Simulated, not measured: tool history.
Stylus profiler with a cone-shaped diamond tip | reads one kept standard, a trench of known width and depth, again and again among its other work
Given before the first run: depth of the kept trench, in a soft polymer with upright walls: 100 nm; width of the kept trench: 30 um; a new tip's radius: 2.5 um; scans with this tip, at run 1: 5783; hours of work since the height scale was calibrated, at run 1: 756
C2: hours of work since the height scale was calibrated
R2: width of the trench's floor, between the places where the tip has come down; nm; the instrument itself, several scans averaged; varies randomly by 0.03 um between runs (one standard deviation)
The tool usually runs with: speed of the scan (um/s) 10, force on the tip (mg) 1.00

Run 1, hour 0.0: usual settings; scans with this tip 5783; C2 756. Result: depth of the trench (nm) 100.92, R2 28290 nm.
Run 2, hour 44.2: usual settings but force on the tip (mg) 2.20; scans with this tip 5937; C2 776. Result: depth of the trench (nm) 101.41, R2 28270 nm.
Run 3, hour 88.0: usual settings but speed of the scan (um/s) 16, force on the tip (mg) 2.20; scans with this tip 6091; C2 796. Result: depth of the trench (nm) 101.38, R2 28200 nm.
Run 4, hour 131.7: usual settings; scans with this tip 6243; C2 816. Result: depth of the trench (nm) 100.88, R2 28230 nm.
Run 5, hour 166.0: usual settings; scans with this tip 6363; C2 831. Result: depth of the trench (nm) 100.92, R2 28180 nm.
Run 6, hour 219.8: usual settings; scans with this tip 6552; C2 856. Result: depth of the trench (nm) 100.89, R2 28190 nm.
Run 7, hour 258.1: usual settings but speed of the scan (um/s) 4; scans with this tip 6686; C2 874. Result: depth of the trench (nm) 100.95, R2 28240 nm.
Run 8, hour 300.9: usual settings but speed of the scan (um/s) 4; scans with this tip 6835; C2 893. Result: depth of the trench (nm) 100.96, R2 28250 nm.
Run 9, hour 375.0: usual settings but speed of the scan (um/s) 3; scans with this tip 7094; C2 927. Result: depth of the trench (nm) 100.94, R2 28300 nm.
Run 10, hour 448.0: usual settings but force on the tip (mg) 0.78; scans with this tip 7350; C2 960. Result: depth of the trench (nm) 100.83, R2 28150 nm.
Run 11, hour 493.1: usual settings but force on the tip (mg) 0.78; scans with this tip 7508; C2 981. Result: depth of the trench (nm) 100.82, R2 28180 nm.
Run 12, hour 535.7: usual settings; scans with this tip 7656; C2 1000. Result: depth of the trench (nm) 100.94, R2 28190 nm.
Run 13, hour 603.2: usual settings but speed of the scan (um/s) 2; scans with this tip 7893; C2 1031. Result: depth of the trench (nm) 100.97, R2 28220 nm.
Run 14, hour 657.2: usual settings but force on the tip (mg) 0.68; scans with this tip 8081; C2 1056. Result: depth of the trench (nm) 100.85, R2 28160 nm.
Run 15, hour 705.7: usual settings but force on the tip (mg) 0.68; scans with this tip 8251; C2 1078. Result: depth of the trench (nm) 100.79, R2 28140 nm.
Run 16, hour 750.1: usual settings but force on the tip (mg) 0.68; scans with this tip 8406; C2 1098. Result: depth of the trench (nm) 100.85, R2 28140 nm.
Run 17, hour 788.3: usual settings but speed of the scan (um/s) 26; scans with this tip 8540; C2 1116. Result: depth of the trench (nm) 101.00, R2 28030 nm.
Run 18, hour 842.8: usual settings but speed of the scan (um/s) 26; scans with this tip 8730; C2 1141. Result: depth of the trench (nm) 100.97, R2 28030 nm.
Run 19, hour 904.6: usual settings but speed of the scan (um/s) 26; scans with this tip 8947; C2 1169. Result: depth of the trench (nm) 101.00, R2 28030 nm.
Run 20, hour 959.8: usual settings but speed of the scan (um/s) 26; scans with this tip 9139; C2 1194. Result: depth of the trench (nm) 101.08, R2 28020 nm.
Run 21, hour 996.7: usual settings; scans with this tip 9269; C2 1211. Result: depth of the trench (nm) 101.01, R2 28140 nm.
Run 22, hour 1073.3: usual settings; scans with this tip 9536; C2 1246. Result: depth of the trench (nm) 101.01, R2 28160 nm.
At hour 1099.2: height scale calibrated on a step standard.
Run 23, hour 1110.2: usual settings but speed of the scan (um/s) 17; scans with this tip 9664; C2 5. Result: depth of the trench (nm) 100.73, R2 28050 nm.
Run 24, hour 1184.7: usual settings but speed of the scan (um/s) 17; scans with this tip 9924; C2 39. Result: depth of the trench (nm) 100.71, R2 28030 nm.
Run 25, hour 1259.3: usual settings but speed of the scan (um/s) 15, force on the tip (mg) 0.35; scans with this tip 10185; C2 73. Result: depth of the trench (nm) 100.36, R2 27950 nm.
Run 26, hour 1315.5: usual settings but speed of the scan (um/s) 19, force on the tip (mg) 1.51; scans with this tip 10382; C2 99. Result: depth of the trench (nm) 100.95, R2 28020 nm.
Run 27, hour 1359.3: usual settings but speed of the scan (um/s) 4; scans with this tip 10535; C2 119. Result: depth of the trench (nm) 100.78, R2 28130 nm.
Run 28, hour 1391.2: usual settings but force on the tip (mg) 0.70; scans with this tip 10647; C2 133. Result: depth of the trench (nm) 100.59, R2 28120 nm.
Run 29, hour 1431.4: usual settings but force on the tip (mg) 0.70; scans with this tip 10787; C2 152. Result: depth of the trench (nm) 100.60, R2 28060 nm.
Run 30, hour 1464.5: usual settings but speed of the scan (um/s) 3, force on the tip (mg) 0.48; scans with this tip 10903; C2 167. Result: depth of the trench (nm) 100.49, R2 28150 nm.
Run 31, hour 1498.8: usual settings but speed of the scan (um/s) 3, force on the tip (mg) 0.56; scans with this tip 11023; C2 183. Result: depth of the trench (nm) 100.51, R2 28170 nm.
Run 32, hour 1554.4: usual settings but force on the tip (mg) 0.71; scans with this tip 11217; C2 208. Result: depth of the trench (nm) 100.63, R2 28070 nm.
Run 33, hour 1608.8: usual settings but force on the tip (mg) 0.71; scans with this tip 11408; C2 233. Result: depth of the trench (nm) 100.66, R2 28000 nm.
Run 34, hour 1662.3: usual settings but speed of the scan (um/s) 5, force on the tip (mg) 0.36; scans with this tip 11594; C2 257. Result: depth of the trench (nm) 100.47, R2 28100 nm.
Run 35, hour 1716.4: usual settings but speed of the scan (um/s) 2, force on the tip (mg) 2.71; scans with this tip 11784; C2 282. Result: depth of the trench (nm) 101.46, R2 28100 nm.
Run 36, hour 1776.8: usual settings but speed of the scan (um/s) 19, force on the tip (mg) 2.17; scans with this tip 11995; C2 310. Result: depth of the trench (nm) 101.28, R2 28030 nm.
Run 37, hour 1818.4: usual settings but speed of the scan (um/s) 25, force on the tip (mg) 2.17; scans with this tip 12140; C2 329. Result: depth of the trench (nm) 101.30, R2 27950 nm.
Run 38, hour 1891.0: usual settings but speed of the scan (um/s) 16, force on the tip (mg) 0.85; scans with this tip 12394; C2 362. Result: depth of the trench (nm) 100.74, R2 27980 nm.
Run 39, hour 1925.9: usual settings but speed of the scan (um/s) 26, force on the tip (mg) 1.79; scans with this tip 12516; C2 378. Result: depth of the trench (nm) 101.10, R2 27950 nm.
Run 40, hour 1989.7: usual settings but speed of the scan (um/s) 26, force on the tip (mg) 1.79; scans with this tip 12740; C2 407. Result: depth of the trench (nm) 101.18, R2 27960 nm.
Run 41, hour 2056.8: usual settings but speed of the scan (um/s) 11, force on the tip (mg) 2.09; scans with this tip 12974; C2 438. Result: depth of the trench (nm) 101.27, R2 28070 nm.
Run 42, hour 2116.0: usual settings but speed of the scan (um/s) 16, force on the tip (mg) 0.64; scans with this tip 13181; C2 465. Result: depth of the trench (nm) 100.70, R2 27880 nm.
Run 43, hour 2185.1: usual settings but speed of the scan (um/s) 7, force on the tip (mg) 2.32; scans with this tip 13423; C2 496. Result: depth of the trench (nm) 101.36, R2 28030 nm.
Run 44, hour 2218.9: usual settings but speed of the scan (um/s) 7, force on the tip (mg) 2.20; scans with this tip 13541; C2 512. Result: depth of the trench (nm) 101.33, R2 28020 nm.
Run 45, hour 2253.2: usual settings but speed of the scan (um/s) 7, force on the tip (mg) 2.20; scans with this tip 13661; C2 527. Result: depth of the trench (nm) 101.33, R2 28050 nm.

Alternative continuations, all from the tool just after run 45; predict every row:
Run A, hour 2322.1: usual settings but speed of the scan (um/s) 7, force on the tip (mg) 1.07; scans with this tip 13902; C2 559. Result: depth of the trench (nm) ?, R2 ?.
Run B, hour 2322.1: usual settings but speed of the scan (um/s) 2, force on the tip (mg) 0.42; scans with this tip 13902; C2 559. Result: depth of the trench (nm) ?, R2 ?.
Run C, hour 2322.1: usual settings but speed of the scan (um/s) 7, force on the tip (mg) 0.80; scans with this tip 13902; C2 559. Result: depth of the trench (nm) ?, R2 ?.

run  depth of the trench (nm)     R2
  A                    100.91  28010
  B                    100.51  28080
  C                    100.78  28000
With no hidden state in the tool, these same runs would have given:
run  depth of the trench (nm)     R2
  A                    100.73  28530
  B                    100.34  28600
  C                    100.60  28510
